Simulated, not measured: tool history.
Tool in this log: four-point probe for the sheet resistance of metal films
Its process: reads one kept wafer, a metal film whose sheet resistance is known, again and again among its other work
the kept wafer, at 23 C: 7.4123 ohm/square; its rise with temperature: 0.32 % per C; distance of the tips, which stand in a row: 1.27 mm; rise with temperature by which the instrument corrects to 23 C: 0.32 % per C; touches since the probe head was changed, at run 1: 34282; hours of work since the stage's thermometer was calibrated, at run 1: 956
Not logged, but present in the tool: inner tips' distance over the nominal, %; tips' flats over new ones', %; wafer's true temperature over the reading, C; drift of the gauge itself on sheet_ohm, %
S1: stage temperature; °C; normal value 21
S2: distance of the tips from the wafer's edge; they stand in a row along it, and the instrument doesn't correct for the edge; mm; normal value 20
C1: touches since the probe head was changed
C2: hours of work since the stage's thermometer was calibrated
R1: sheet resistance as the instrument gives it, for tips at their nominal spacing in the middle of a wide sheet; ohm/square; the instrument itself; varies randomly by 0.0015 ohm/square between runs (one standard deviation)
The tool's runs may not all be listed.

{"run": 1, "hour": 0.0, "S1": 21, "S2": 20, "C1": 34282, "C2": 956, "R1": 7.442603}
{"run": 2, "hour": 25.1, "S1": 21, "S2": 20, "C1": 35141, "C2": 967, "R1": 7.444914}
{"run": 3, "hour": 42.7, "S1": 21, "S2": 20, "C1": 35745, "C2": 975, "R1": 7.441886}
{"run": 4, "hour": 61.3, "S1": 21, "S2": 20, "C1": 36381, "C2": 983, "R1": 7.4409}
{"run": 5, "hour": 92.1, "S1": 21, "S2": 20, "C1": 37436, "C2": 997, "R1": 7.440398}
{"hour": 95.3, "done": "stage's thermometer calibrated"}
{"run": 6, "hour": 112.3, "S1": 21, "S2": 20, "C1": 38112, "C2": 8, "R1": 7.444556}
{"run": 7, "hour": 135.8, "S1": 21, "S2": 20, "C1": 38917, "C2": 18, "R1": 7.443739}
{"run": 8, "hour": 156.5, "S1": 21, "S2": 20, "C1": 39624, "C2": 27, "R1": 7.442202}
{"run": 9, "hour": 171.1, "S1": 19, "S2": 29, "C1": 40126, "C2": 34, "R1": 7.434235}
{"run": 10, "hour": 202.3, "S1": 20, "S2": 40, "C1": 41195, "C2": 48, "R1": 7.430837}
{"run": 11, "hour": 223.9, "S1": 21, "S2": 41, "C1": 41935, "C2": 58, "R1": 7.429145}
{"run": 12, "hour": 242.0, "S1": 18, "S2": 6, "C1": 42553, "C2": 66, "R1": 7.600184}
{"run": 13, "hour": 267.0, "S1": 21, "S2": 3, "C1": 43410, "C2": 77, "R1": 8.072695}

Per-run results on a tool with no hidden state, each run keeping its own random variation:
run=1 R1=7.428061
run=2 R1=7.430534
run=3 R1=7.427610
run=4 R1=7.426748
run=5 R1=7.426448
run=6 R1=7.428949
run=7 R1=7.428294
run=8 R1=7.426899
run=9 R1=7.418972
run=10 R1=7.415816
run=11 R1=7.414304
run=12 R1=7.585078
run=13 R1=8.056984
